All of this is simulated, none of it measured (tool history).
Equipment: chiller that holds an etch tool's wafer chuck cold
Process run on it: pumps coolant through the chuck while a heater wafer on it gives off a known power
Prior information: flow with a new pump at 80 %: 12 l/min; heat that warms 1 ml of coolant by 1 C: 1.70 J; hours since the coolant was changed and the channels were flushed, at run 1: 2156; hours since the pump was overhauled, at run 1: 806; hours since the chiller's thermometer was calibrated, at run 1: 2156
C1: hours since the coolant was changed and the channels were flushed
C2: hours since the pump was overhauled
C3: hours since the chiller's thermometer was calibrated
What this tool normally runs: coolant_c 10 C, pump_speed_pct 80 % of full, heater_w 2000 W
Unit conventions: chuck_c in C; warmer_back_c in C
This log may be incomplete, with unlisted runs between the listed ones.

run 1 day=0.000 | coolant_c=10 pump_speed_pct=80 heater_w=2000 | C1=2156 C2=806 C3=2156 | chuck_c=25.5 warmer_back_c=5.99
run 2 day=0.783 | coolant_c=10 pump_speed_pct=80 heater_w=2000 | C1=2175 C2=825 C3=2175 | chuck_c=25.5 warmer_back_c=5.96
run 3 day=2.012 | coolant_c=1 pump_speed_pct=80 heater_w=2000 | C1=2204 C2=854 C3=2204 | chuck_c=16.6 warmer_back_c=6.02
run 4 day=2.792 | coolant_c=10 pump_speed_pct=80 heater_w=1516 | C1=2223 C2=873 C3=2223 | chuck_c=22.0 warmer_back_c=4.57
run 5 day=3.338 | coolant_c=10 pump_speed_pct=80 heater_w=1516 | C1=2236 C2=886 C3=2236 | chuck_c=21.8 warmer_back_c=4.59
run 6 day=4.483 | coolant_c=10 pump_speed_pct=80 heater_w=1516 | C1=2264 C2=914 C3=2264 | chuck_c=21.9 warmer_back_c=4.59
run 7 day=5.538 | coolant_c=10 pump_speed_pct=80 heater_w=1516 | C1=2289 C2=939 C3=2289 | chuck_c=21.9 warmer_back_c=4.57
run 8 day=6.679 | coolant_c=10 pump_speed_pct=80 heater_w=1516 | C1=2316 C2=966 C3=2316 | chuck_c=21.8 warmer_back_c=4.58
run 9 day=7.500 | coolant_c=10 pump_speed_pct=80 heater_w=1516 | C1=2336 C2=986 C3=2336 | chuck_c=21.8 warmer_back_c=4.55
run 10 day=8.800 | coolant_c=10 pump_speed_pct=80 heater_w=2000 | C1=2367 C2=1017 C3=2367 | chuck_c=25.8 warmer_back_c=6.07
run 11 day=9.704 | coolant_c=10 pump_speed_pct=80 heater_w=2000 | C1=2389 C2=1039 C3=2389 | chuck_c=25.9 warmer_back_c=6.13
run 12 day=10.767 | coolant_c=6 pump_speed_pct=69 heater_w=2000 | C1=2414 C2=1064 C3=2414 | chuck_c=23.3 warmer_back_c=7.04
run 13 day=11.892 | coolant_c=6 pump_speed_pct=69 heater_w=2000 | C1=2441 C2=1091 C3=2441 | chuck_c=23.5 warmer_back_c=6.96
run 14 day=12.708 | coolant_c=1 pump_speed_pct=81 heater_w=2081 | C1=2461 C2=1111 C3=2461 | chuck_c=17.1 warmer_back_c=6.15
run 15 day=13.558 | coolant_c=8 pump_speed_pct=75 heater_w=1820 | C1=2481 C2=1131 C3=2481 | chuck_c=22.9 warmer_back_c=5.93
run 16 day=14.517 | coolant_c=8 pump_speed_pct=68 heater_w=1820 | C1=2504 C2=1154 C3=2504 | chuck_c=23.9 warmer_back_c=6.53
run 17 day=15.600 | coolant_c=13 pump_speed_pct=91 heater_w=2211 | C1=2530 C2=1180 C3=2530 | chuck_c=29.1 warmer_back_c=5.90
run 18 day=16.475 | coolant_c=2 pump_speed_pct=70 heater_w=2943 | C1=2551 C2=1201 C3=2551 | chuck_c=27.4 warmer_back_c=10.19
run 19 day=17.754 | coolant_c=10 pump_speed_pct=73 heater_w=1019 | C1=2582 C2=1232 C3=2582 | chuck_c=18.6 warmer_back_c=3.39
run 20 day=18.608 | coolant_c=7 pump_speed_pct=98 heater_w=1480 | C1=2603 C2=1252 C3=2603 | chuck_c=17.0 warmer_back_c=3.72

5 ways to go on from here, each from the tool as it stands after run 20. What would each give?
run A day=19.167 | coolant_c=10 pump_speed_pct=65 heater_w=2000 | C1=2616 C2=1266 C3=2616 | chuck_c=? warmer_back_c=?
run B day=19.167 | coolant_c=15 pump_speed_pct=91 heater_w=2368 | C1=2616 C2=1266 C3=2616 | chuck_c=? warmer_back_c=?
run C day=19.167 | coolant_c=8 pump_speed_pct=80 heater_w=2000 | C1=2616 C2=1266 C3=2616 | chuck_c=? warmer_back_c=?
run D day=19.167 | coolant_c=7 pump_speed_pct=98 heater_w=2889 | C1=2616 C2=1266 C3=2616 | chuck_c=? warmer_back_c=?
run E day=19.167 | coolant_c=1 pump_speed_pct=98 heater_w=1480 | C1=2616 C2=1266 C3=2616 | chuck_c=? warmer_back_c=?

run=A chuck_c=28.4 warmer_back_c=7.52
run=B chuck_c=32.2 warmer_back_c=6.33
run=C chuck_c=23.9 warmer_back_c=6.09
run=D chuck_c=26.9 warmer_back_c=7.20
run=E chuck_c=11.3 warmer_back_c=3.69
Without the tool's unlogged condition, the same runs would have read:
run=A chuck_c=26.9 warmer_back_c=7.27
run=B chuck_c=30.8 warmer_back_c=6.12
run=C chuck_c=22.7 warmer_back_c=5.90
run=D chuck_c=25.3 warmer_back_c=6.96
run=E chuck_c=10.5 warmer_back_c=3.57
